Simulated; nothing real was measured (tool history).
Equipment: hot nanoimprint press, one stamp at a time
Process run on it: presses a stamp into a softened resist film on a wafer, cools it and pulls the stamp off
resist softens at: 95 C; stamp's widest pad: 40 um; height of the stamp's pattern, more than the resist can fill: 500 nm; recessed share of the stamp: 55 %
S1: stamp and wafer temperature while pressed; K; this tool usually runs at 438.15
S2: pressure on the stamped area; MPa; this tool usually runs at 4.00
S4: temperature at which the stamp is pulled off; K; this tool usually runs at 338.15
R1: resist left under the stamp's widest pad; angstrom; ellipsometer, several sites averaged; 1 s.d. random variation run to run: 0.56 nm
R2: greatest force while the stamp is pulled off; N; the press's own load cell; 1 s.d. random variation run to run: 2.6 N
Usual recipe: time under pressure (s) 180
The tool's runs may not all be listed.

run 1 hour=0.0 | S1=438.15 S2=4.00 time_under_pressure_(s)=180 S4=338.15 | R1=1414 R2=120
run 2 hour=10.6 | S1=438.15 S2=4.00 time_under_pressure_(s)=180 S4=338.15 | R1=1420 R2=125
run 3 hour=18.9 | S1=438.15 S2=4.00 time_under_pressure_(s)=180 S4=338.15 | R1=1419 R2=124
run 4 hour=28.4 | S1=438.15 S2=4.00 time_under_pressure_(s)=180 S4=338.15 | R1=1416 R2=127
run 5 hour=42.9 | S1=438.15 S2=4.00 time_under_pressure_(s)=180 S4=338.15 | R1=1413 R2=128
run 6 hour=49.7 | S1=438.15 S2=4.00 time_under_pressure_(s)=180 S4=338.15 | R1=1421 R2=133
run 7 hour=60.6 | S1=438.15 S2=4.00 time_under_pressure_(s)=180 S4=338.15 | R1=1413 R2=136
run 8 hour=72.2 | S1=438.15 S2=4.00 time_under_pressure_(s)=180 S4=338.15 | R1=1419 R2=135
run 9 hour=78.5 | S1=438.15 S2=4.00 time_under_pressure_(s)=180 S4=338.15 | R1=1421 R2=136
run 10 hour=85.3 | S1=438.15 S2=4.00 time_under_pressure_(s)=180 S4=343.15 | R1=1410 R2=132
run 11 hour=92.4 | S1=438.15 S2=4.00 time_under_pressure_(s)=94 S4=338.15 | R1=1692 R2=136
run 12 hour=106.9 | S1=431.15 S2=4.00 time_under_pressure_(s)=180 S4=338.15 | R1=1730 R2=138
run 13 hour=114.7 | S1=431.15 S2=4.00 time_under_pressure_(s)=180 S4=338.15 | R1=1745 R2=143
run 14 hour=126.3 | S1=449.15 S2=3.40 time_under_pressure_(s)=122 S4=344.15 | R1=1246 R2=129
run 15 hour=140.4 | S1=449.15 S2=3.40 time_under_pressure_(s)=122 S4=344.15 | R1=1249 R2=132
run 16 hour=150.3 | S1=447.15 S2=4.72 time_under_pressure_(s)=273 S4=343.15 | R1=844 R2=137
run 17 hour=157.4 | S1=447.15 S2=4.72 time_under_pressure_(s)=273 S4=343.15 | R1=851 R2=133
run 18 hour=166.9 | S1=432.15 S2=4.69 time_under_pressure_(s)=180 S4=338.15 | R1=1585 R2=143
run 19 hour=173.3 | S1=432.15 S2=4.69 time_under_pressure_(s)=180 S4=338.15 | R1=1591 R2=151
run 20 hour=181.1 | S1=438.15 S2=4.00 time_under_pressure_(s)=180 S4=341.15 | R1=1421 R2=145
run 21 hour=188.5 | S1=444.15 S2=3.21 time_under_pressure_(s)=180 S4=338.15 | R1=1319 R2=152
run 22 hour=197.0 | S1=433.15 S2=3.04 time_under_pressure_(s)=180 S4=341.15 | R1=1831 R2=146
run 23 hour=207.9 | S1=433.15 S2=3.04 time_under_pressure_(s)=180 S4=341.15 | R1=1830 R2=151
run 24 hour=220.3 | S1=434.15 S2=4.00 time_under_pressure_(s)=218 S4=338.15 | R1=1528 R2=148
run 25 hour=232.7 | S1=448.15 S2=4.00 time_under_pressure_(s)=146 S4=338.15 | R1=1122 R2=158
run 26 hour=246.5 | S1=438.15 S2=4.00 time_under_pressure_(s)=102 S4=328.15 | R1=1648 R2=187

Same runs, no hidden state in the tool, same run-to-run variation:
Hidden state present: true temperature over the reading, C; pressure that arrives at the usual setting, %; grip of the stamp's worn release coat, % over a new coat's; drift of the gauge itself on residual_nm, %; drift of the gauge itself on pull_off_n, %.
run=1 R1=1381 R2=115
run=2 R1=1387 R2=118
run=3 R1=1385 R2=116
run=4 R1=1382 R2=118
run=5 R1=1378 R2=116
run=6 R1=1385 R2=120
run=7 R1=1377 R2=122
run=8 R1=1382 R2=119
run=9 R1=1384 R2=118
run=10 R1=1373 R2=114
run=11 R1=1654 R2=117
run=12 R1=1690 R2=117
run=13 R1=1704 R2=120
run=14 R1=1213 R2=107
run=15 R1=1216 R2=108
run=16 R1=814 R2=111
run=17 R1=821 R2=106
run=18 R1=1538 R2=114
run=19 R1=1542 R2=118
run=20 R1=1378 R2=113
run=21 R1=1282 R2=117
run=22 R1=1792 R2=111
run=23 R1=1791 R2=115
run=24 R1=1481 R2=111
run=25 R1=1084 R2=116
run=26 R1=1602 R2=137
